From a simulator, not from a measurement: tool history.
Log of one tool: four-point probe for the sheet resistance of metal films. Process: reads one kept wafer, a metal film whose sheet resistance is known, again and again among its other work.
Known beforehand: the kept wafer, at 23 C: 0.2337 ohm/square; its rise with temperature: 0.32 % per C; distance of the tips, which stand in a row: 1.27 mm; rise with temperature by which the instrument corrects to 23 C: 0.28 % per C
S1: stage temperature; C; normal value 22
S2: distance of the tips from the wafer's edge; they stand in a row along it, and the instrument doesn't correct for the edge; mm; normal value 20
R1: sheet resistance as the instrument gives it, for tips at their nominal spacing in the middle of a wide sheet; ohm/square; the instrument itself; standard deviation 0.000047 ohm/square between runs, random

run 1 hour=0.0 | S1=22 S2=20 | R1=0.235530
run 2 hour=26.3 | S1=27 S2=20 | R1=0.235935
run 3 hour=75.8 | S1=27 S2=20 | R1=0.236070
run 4 hour=114.4 | S1=27 S2=20 | R1=0.236052
run 5 hour=170.3 | S1=27 S2=20 | R1=0.236086
run 6 hour=210.5 | S1=27 S2=20 | R1=0.236228
run 7 hour=237.0 | S1=27 S2=20 | R1=0.236141
run 8 hour=295.6 | S1=27 S2=20 | R1=0.236159
run 9 hour=338.9 | S1=22 S2=20 | R1=0.235775
run 10 hour=375.4 | S1=22 S2=20 | R1=0.235848
run 11 hour=402.5 | S1=22 S2=20 | R1=0.235814
run 12 hour=443.8 | S1=22 S2=20 | R1=0.235776
run 13 hour=469.7 | S1=22 S2=20 | R1=0.235873
run 14 hour=496.2 | S1=22 S2=20 | R1=0.235825
run 15 hour=553.4 | S1=22 S2=63 | R1=0.235435
run 16 hour=587.1 | S1=22 S2=7 | R1=0.239520
run 17 hour=642.7 | S1=22 S2=3 | R1=0.255885
run 18 hour=694.4 | S1=22 S2=3 | R1=0.255922
-- hour=698.1 stage's thermometer calibrated
run 19 hour=754.4 | S1=22 S2=20 | R1=0.236048
-- hour=785.1 stage's thermometer calibrated, once more
run 20 hour=796.5 | S1=22 S2=20 | R1=0.235970
run 21 hour=849.2 | S1=22 S2=58 | R1=0.235480
run 22 hour=896.0 | S1=22 S2=26 | R1=0.235655
run 23 hour=934.8 | S1=22 S2=20 | R1=0.236011
run 24 hour=963.7 | S1=22 S2=20 | R1=0.235996
run 25 hour=1003.8 | S1=22 S2=20 | R1=0.235918
run 26 hour=1041.2 | S1=28 S2=32 | R1=0.236252
run 27 hour=1099.7 | S1=28 S2=32 | R1=0.236304
run 28 hour=1137.6 | S1=25 S2=32 | R1=0.235945
run 29 hour=1185.3 | S1=24 S2=53 | R1=0.235831
run 30 hour=1230.9 | S1=23 S2=53 | R1=0.235735
run 31 hour=1287.8 | S1=23 S2=71 | R1=0.235735
run 32 hour=1318.9 | S1=19 S2=14 | R1=0.236513
run 33 hour=1374.6 | S1=19 S2=14 | R1=0.236434
run 34 hour=1407.0 | S1=20 S2=5 | R1=0.243484
run 35 hour=1460.4 | S1=20 S2=3 | R1=0.256151
run 36 hour=1516.0 | S1=22 S2=61 | R1=0.235880
run 37 hour=1554.2 | S1=22 S2=61 | R1=0.235842
run 38 hour=1603.5 | S1=29 S2=22 | R1=0.236974
run 39 hour=1652.5 | S1=23 S2=6 | R1=0.241547
run 40 hour=1688.9 | S1=30 S2=50 | R1=0.236799
run 41 hour=1748.1 | S1=26 S2=6 | R1=0.241967
run 42 hour=1784.7 | S1=23 S2=54 | R1=0.236179
run 43 hour=1828.2 | S1=30 S2=33 | R1=0.236931
run 44 hour=1862.8 | S1=20 S2=27 | R1=0.235976
run 45 hour=1900.8 | S1=33 S2=26 | R1=0.237377
run 46 hour=1958.2 | S1=28 S2=17 | R1=0.237396

Measured minus without-hidden-state, run by run (identical run-to-run variation in each term; gauge scatter may differ):
Hidden conditions of the tool in this case: inner tips' distance over the nominal, %; tips' flats over new ones', %; wafer's true temperature over the reading, C; drift of the gauge itself on sheet_ohm, %.
run=1 R1=+0.001410
run=2 R1=+0.001428
run=3 R1=+0.001458
run=4 R1=+0.001481
run=5 R1=+0.001513
run=6 R1=+0.001539
run=7 R1=+0.001556
run=8 R1=+0.001593
run=9 R1=+0.001619
run=10 R1=+0.001640
run=11 R1=+0.001656
run=12 R1=+0.001681
run=13 R1=+0.001696
run=14 R1=+0.001712
run=15 R1=+0.001745
run=16 R1=+0.001794
run=17 R1=+0.001946
run=18 R1=+0.001982
run=19 R1=+0.001913
run=20 R1=+0.001740
run=21 R1=+0.001768
run=22 R1=+0.001798
run=23 R1=+0.001827
run=24 R1=+0.001846
run=25 R1=+0.001871
run=26 R1=+0.001897
run=27 R1=+0.001934
run=28 R1=+0.001955
run=29 R1=+0.001983
run=30 R1=+0.002011
run=31 R1=+0.002046
run=32 R1=+0.002071
run=33 R1=+0.002105
run=34 R1=+0.002184
run=35 R1=+0.002324
run=36 R1=+0.002190
run=37 R1=+0.002212
run=38 R1=+0.002253
run=39 R1=+0.002324
run=40 R1=+0.002303
run=41 R1=+0.002386
run=42 R1=+0.002357
run=43 R1=+0.002388
run=44 R1=+0.002400
run=45 R1=+0.002433
run=46 R1=+0.002473

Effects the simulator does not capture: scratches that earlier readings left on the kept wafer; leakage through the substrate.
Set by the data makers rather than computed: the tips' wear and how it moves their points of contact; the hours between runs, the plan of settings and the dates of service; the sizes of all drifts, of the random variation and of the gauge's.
